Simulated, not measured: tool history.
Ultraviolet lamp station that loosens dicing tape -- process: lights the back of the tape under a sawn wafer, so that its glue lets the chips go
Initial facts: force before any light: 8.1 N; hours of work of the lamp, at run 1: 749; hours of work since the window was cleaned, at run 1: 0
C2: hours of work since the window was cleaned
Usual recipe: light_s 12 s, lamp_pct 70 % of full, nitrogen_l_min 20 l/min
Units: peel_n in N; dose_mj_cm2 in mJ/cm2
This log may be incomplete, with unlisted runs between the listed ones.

{"run": 1, "hour": 0.0, "light_s": 12, "lamp_pct": 70, "nitrogen_l_min": 20, "hours of work of the lamp": 749, "C2": 0, "peel_n": 0.591, "dose_mj_cm2": 299}
{"run": 2, "hour": 40.3, "light_s": 12, "lamp_pct": 70, "nitrogen_l_min": 20, "hours of work of the lamp": 769, "C2": 20, "peel_n": 0.59, "dose_mj_cm2": 293}
{"run": 3, "hour": 85.9, "light_s": 12, "lamp_pct": 69, "nitrogen_l_min": 20, "hours of work of the lamp": 791, "C2": 42, "peel_n": 0.644, "dose_mj_cm2": 292}
{"run": 4, "hour": 131.5, "light_s": 22, "lamp_pct": 70, "nitrogen_l_min": 20, "hours of work of the lamp": 814, "C2": 65, "peel_n": 0.257, "dose_mj_cm2": 530}
{"run": 5, "hour": 160.3, "light_s": 22, "lamp_pct": 70, "nitrogen_l_min": 20, "hours of work of the lamp": 828, "C2": 79, "peel_n": 0.267, "dose_mj_cm2": 524}
{"run": 6, "hour": 198.8, "light_s": 12, "lamp_pct": 70, "nitrogen_l_min": 20, "hours of work of the lamp": 847, "C2": 98, "peel_n": 0.633, "dose_mj_cm2": 288}
{"run": 7, "hour": 219.1, "light_s": 12, "lamp_pct": 70, "nitrogen_l_min": 20, "hours of work of the lamp": 857, "C2": 108, "peel_n": 0.621, "dose_mj_cm2": 282}
{"run": 8, "hour": 239.5, "light_s": 12, "lamp_pct": 70, "nitrogen_l_min": 20, "hours of work of the lamp": 867, "C2": 118, "peel_n": 0.634, "dose_mj_cm2": 282}
{"run": 9, "hour": 273.8, "light_s": 12, "lamp_pct": 70, "nitrogen_l_min": 35, "hours of work of the lamp": 884, "C2": 135, "peel_n": 0.543, "dose_mj_cm2": 279}
{"run": 10, "hour": 316.0, "light_s": 12, "lamp_pct": 70, "nitrogen_l_min": 35, "hours of work of the lamp": 905, "C2": 156, "peel_n": 0.527, "dose_mj_cm2": 279}
{"run": 11, "hour": 336.9, "light_s": 7, "lamp_pct": 70, "nitrogen_l_min": 35, "hours of work of the lamp": 915, "C2": 166, "peel_n": 1.376, "dose_mj_cm2": 162}
{"run": 12, "hour": 363.0, "light_s": 7, "lamp_pct": 70, "nitrogen_l_min": 35, "hours of work of the lamp": 928, "C2": 179, "peel_n": 1.463, "dose_mj_cm2": 161}
{"run": 13, "hour": 397.2, "light_s": 12, "lamp_pct": 70, "nitrogen_l_min": 20, "hours of work of the lamp": 945, "C2": 196, "peel_n": 0.678, "dose_mj_cm2": 272}
{"run": 14, "hour": 417.2, "light_s": 12, "lamp_pct": 70, "nitrogen_l_min": 20, "hours of work of the lamp": 955, "C2": 206, "peel_n": 0.686, "dose_mj_cm2": 270}
{"run": 15, "hour": 456.3, "light_s": 12, "lamp_pct": 87, "nitrogen_l_min": 20, "hours of work of the lamp": 974, "C2": 225, "peel_n": 0.462, "dose_mj_cm2": 334}
{"run": 16, "hour": 476.8, "light_s": 12, "lamp_pct": 87, "nitrogen_l_min": 20, "hours of work of the lamp": 984, "C2": 235, "peel_n": 0.469, "dose_mj_cm2": 332}
{"run": 17, "hour": 511.8, "light_s": 12, "lamp_pct": 70, "nitrogen_l_min": 20, "hours of work of the lamp": 1001, "C2": 252, "peel_n": 0.718, "dose_mj_cm2": 265}
{"run": 18, "hour": 534.9, "light_s": 12, "lamp_pct": 70, "nitrogen_l_min": 20, "hours of work of the lamp": 1013, "C2": 264, "peel_n": 0.756, "dose_mj_cm2": 261}
{"run": 19, "hour": 569.7, "light_s": 12, "lamp_pct": 70, "nitrogen_l_min": 20, "hours of work of the lamp": 1030, "C2": 281, "peel_n": 0.754, "dose_mj_cm2": 259}
{"run": 20, "hour": 606.0, "light_s": 7, "lamp_pct": 84, "nitrogen_l_min": 19, "hours of work of the lamp": 1048, "C2": 299, "peel_n": 1.459, "dose_mj_cm2": 185}
{"hour": 611.2, "done": "lamp changed"}
{"run": 21, "hour": 634.8, "light_s": 11, "lamp_pct": 70, "nitrogen_l_min": 37, "hours of work of the lamp": 12, "C2": 313, "peel_n": 0.416, "dose_mj_cm2": 322}
{"run": 22, "hour": 659.1, "light_s": 12, "lamp_pct": 82, "nitrogen_l_min": 18, "hours of work of the lamp": 24, "C2": 324, "peel_n": 0.34, "dose_mj_cm2": 407}
{"run": 23, "hour": 701.8, "light_s": 22, "lamp_pct": 75, "nitrogen_l_min": 39, "hours of work of the lamp": 45, "C2": 346, "peel_n": 0.235, "dose_mj_cm2": 668}
{"hour": 706.2, "done": "window cleaned of glue's vapour"}
{"run": 24, "hour": 737.6, "light_s": 13, "lamp_pct": 70, "nitrogen_l_min": 20, "hours of work of the lamp": 62, "C2": 15, "peel_n": 0.41, "dose_mj_cm2": 355}
{"run": 25, "hour": 772.4, "light_s": 8, "lamp_pct": 61, "nitrogen_l_min": 10, "hours of work of the lamp": 79, "C2": 33, "peel_n": 1.738, "dose_mj_cm2": 191}
{"run": 26, "hour": 797.7, "light_s": 8, "lamp_pct": 61, "nitrogen_l_min": 10, "hours of work of the lamp": 92, "C2": 45, "peel_n": 1.721, "dose_mj_cm2": 188}
{"run": 27, "hour": 824.1, "light_s": 8, "lamp_pct": 61, "nitrogen_l_min": 10, "hours of work of the lamp": 105, "C2": 58, "peel_n": 1.75, "dose_mj_cm2": 191}
{"run": 28, "hour": 855.4, "light_s": 8, "lamp_pct": 61, "nitrogen_l_min": 10, "hours of work of the lamp": 120, "C2": 74, "peel_n": 1.831, "dose_mj_cm2": 192}
{"run": 29, "hour": 881.2, "light_s": 8, "lamp_pct": 61, "nitrogen_l_min": 10, "hours of work of the lamp": 133, "C2": 86, "peel_n": 1.813, "dose_mj_cm2": 185}
{"run": 30, "hour": 916.9, "light_s": 12, "lamp_pct": 70, "nitrogen_l_min": 35, "hours of work of the lamp": 150, "C2": 104, "peel_n": 0.415, "dose_mj_cm2": 317}
{"hour": 962.6, "done": "window cleaned of glue's vapour, once more"}
{"run": 31, "hour": 962.6, "light_s": 12, "lamp_pct": 70, "nitrogen_l_min": 12, "hours of work of the lamp": 173, "C2": 0, "peel_n": 0.548, "dose_mj_cm2": 346}
{"run": 32, "hour": 1008.0, "light_s": 12, "lamp_pct": 70, "nitrogen_l_min": 12, "hours of work of the lamp": 195, "C2": 22, "peel_n": 0.56, "dose_mj_cm2": 343}
{"run": 33, "hour": 1045.3, "light_s": 13, "lamp_pct": 83, "nitrogen_l_min": 11, "hours of work of the lamp": 214, "C2": 41, "peel_n": 0.368, "dose_mj_cm2": 442}
{"run": 34, "hour": 1080.2, "light_s": 6, "lamp_pct": 93, "nitrogen_l_min": 20, "hours of work of the lamp": 231, "C2": 58, "peel_n": 0.95, "dose_mj_cm2": 230}
{"run": 35, "hour": 1101.5, "light_s": 6, "lamp_pct": 93, "nitrogen_l_min": 20, "hours of work of the lamp": 241, "C2": 68, "peel_n": 0.991, "dose_mj_cm2": 229}

Alternative continuations, all from the tool just after run 35; predict every row:
{"run": "A", "hour": 1125.7, "light_s": 12, "lamp_pct": 66, "nitrogen_l_min": 20, "hours of work of the lamp": 253, "C2": 80, "peel_n": "?", "dose_mj_cm2": "?"}
{"run": "B", "hour": 1125.7, "light_s": 12, "lamp_pct": 73, "nitrogen_l_min": 29, "hours of work of the lamp": 253, "C2": 80, "peel_n": "?", "dose_mj_cm2": "?"}
{"run": "C", "hour": 1125.7, "light_s": 6, "lamp_pct": 80, "nitrogen_l_min": 20, "hours of work of the lamp": 253, "C2": 80, "peel_n": "?", "dose_mj_cm2": "?"}

run=A peel_n=0.520 dose_mj_cm2=319
run=B peel_n=0.364 dose_mj_cm2=356
run=C peel_n=1.322 dose_mj_cm2=191
Take away the tool's hidden state, keep each run's random variation, and the runs would have read:
run=A peel_n=0.447 dose_mj_cm2=348
run=B peel_n=0.321 dose_mj_cm2=388
run=C peel_n=1.142 dose_mj_cm2=209

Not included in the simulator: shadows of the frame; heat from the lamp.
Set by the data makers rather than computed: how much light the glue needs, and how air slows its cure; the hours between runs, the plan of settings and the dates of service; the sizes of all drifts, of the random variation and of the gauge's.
